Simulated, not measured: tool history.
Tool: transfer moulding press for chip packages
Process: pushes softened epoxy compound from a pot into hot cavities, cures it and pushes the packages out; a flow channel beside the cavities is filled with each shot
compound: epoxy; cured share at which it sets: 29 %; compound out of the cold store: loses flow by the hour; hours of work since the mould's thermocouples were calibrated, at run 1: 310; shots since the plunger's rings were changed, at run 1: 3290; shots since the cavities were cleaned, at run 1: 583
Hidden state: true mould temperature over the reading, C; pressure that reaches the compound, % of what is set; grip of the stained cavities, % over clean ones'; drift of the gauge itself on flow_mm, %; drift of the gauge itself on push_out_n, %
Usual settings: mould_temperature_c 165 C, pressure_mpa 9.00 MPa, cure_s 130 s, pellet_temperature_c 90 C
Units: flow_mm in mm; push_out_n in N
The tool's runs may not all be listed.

run	day	mould_temperature_c	pressure_mpa	cure_s	pellet_temperature_c	hours of work since the mould's thermocouples were calibrated	shots since the plunger's rings were changed	shots since the cavities were cleaned	incoming compound's hours out of the cold store	flow_mm	push_out_n
1	0.000	165	9.00	130	90	310	3290	583	21.8	928	422
2	2.371	165	9.00	130	90	333	3608	901	18.9	938	456
# day 2.662: cavities cleaned with cleaning compound and waxed
3	3.792	165	9.33	130	90	347	3791	152	45.5	850	344
4	6.625	165	9.00	130	90	375	4172	533	43.4	840	427
# day 9.571: cavities cleaned with cleaning compound and waxed
5	9.738	165	9.00	130	90	405	4583	23	23.7	895	296
# day 11.742: plunger's sealing rings changed
6	11.958	165	9.00	130	90	426	29	307	24.8	954	381
7	15.138	165	9.00	130	90	458	456	734	30.4	927	433
# day 16.688: cavities cleaned with cleaning compound and waxed
8	17.083	165	9.00	130	90	477	710	53	26.5	956	308
# day 20.204: mould's thermocouples calibrated
9	20.329	165	9.00	130	90	1	1135	478	36.1	895	393
10	22.738	165	9.00	130	90	25	1459	802	11.9	976	443
# day 23.754: cavities cleaned with cleaning compound and waxed
11	24.621	165	9.00	130	90	43	1704	116	16.5	955	346
12	26.654	165	9.00	130	90	63	1978	390	30.6	898	385
13	28.054	165	9.00	130	91	77	2166	578	33.7	888	403
# day 30.583: cavities cleaned with cleaning compound and waxed
14	31.038	165	9.00	130	93	106	2559	62	22.9	930	301
15	33.238	165	9.00	130	93	128	2855	358	31.4	890	378
16	35.779	165	8.57	130	90	154	3197	700	47.8	803	433
# day 37.579: cavities cleaned with cleaning compound and waxed
17	38.925	165	8.57	130	90	184	3611	181	24.5	879	358
18	41.583	162	9.33	113	83	211	3968	538	32.8	908	635
19	43.725	165	9.00	130	90	232	4257	827	22.8	905	454
# day 44.467: cavities cleaned with cleaning compound and waxed
20	46.354	165	6.91	131	94	257	4602	254	24.2	779	369
# day 48.200: plunger's sealing rings changed
21	48.525	165	9.10	134	89	278	44	532	31.6	930	397
22	49.829	172	9.60	130	90	291	219	707	43.0	872	347
# day 51.388: cavities cleaned with cleaning compound and waxed
23	52.871	172	9.60	130	90	320	620	200	13.0	961	282
24	55.746	172	9.60	130	90	349	1006	586	34.6	887	349
25	57.617	157	9.00	130	96	368	1258	838	38.4	933	792
# day 58.321: cavities cleaned with cleaning compound and waxed
26	60.429	157	9.00	130	96	395	1628	284	31.8	957	655
27	61.729	165	8.02	130	90	408	1803	459	29.3	857	391
28	63.854	165	8.02	130	90	429	2089	745	47.4	795	432
# day 65.167: cavities cleaned with cleaning compound and waxed
29	66.283	165	9.93	130	81	452	2407	150	35.0	935	336

Forecast each of these 3 alternatives for the next run:
A	69.300	163	9.93	139	81	482	2812	555	29.0	?	?
B	69.300	168	9.50	130	96	482	2812	555	16.3	?	?
C	69.300	165	9.12	152	97	482	2812	555	17.0	?	?

run	flow_mm	push_out_n
A	968	435
B	955	378
C	940	363
Without the tool's hidden state the same runs would have given:
run	flow_mm	push_out_n
A	1006	302
B	993	266
C	977	255
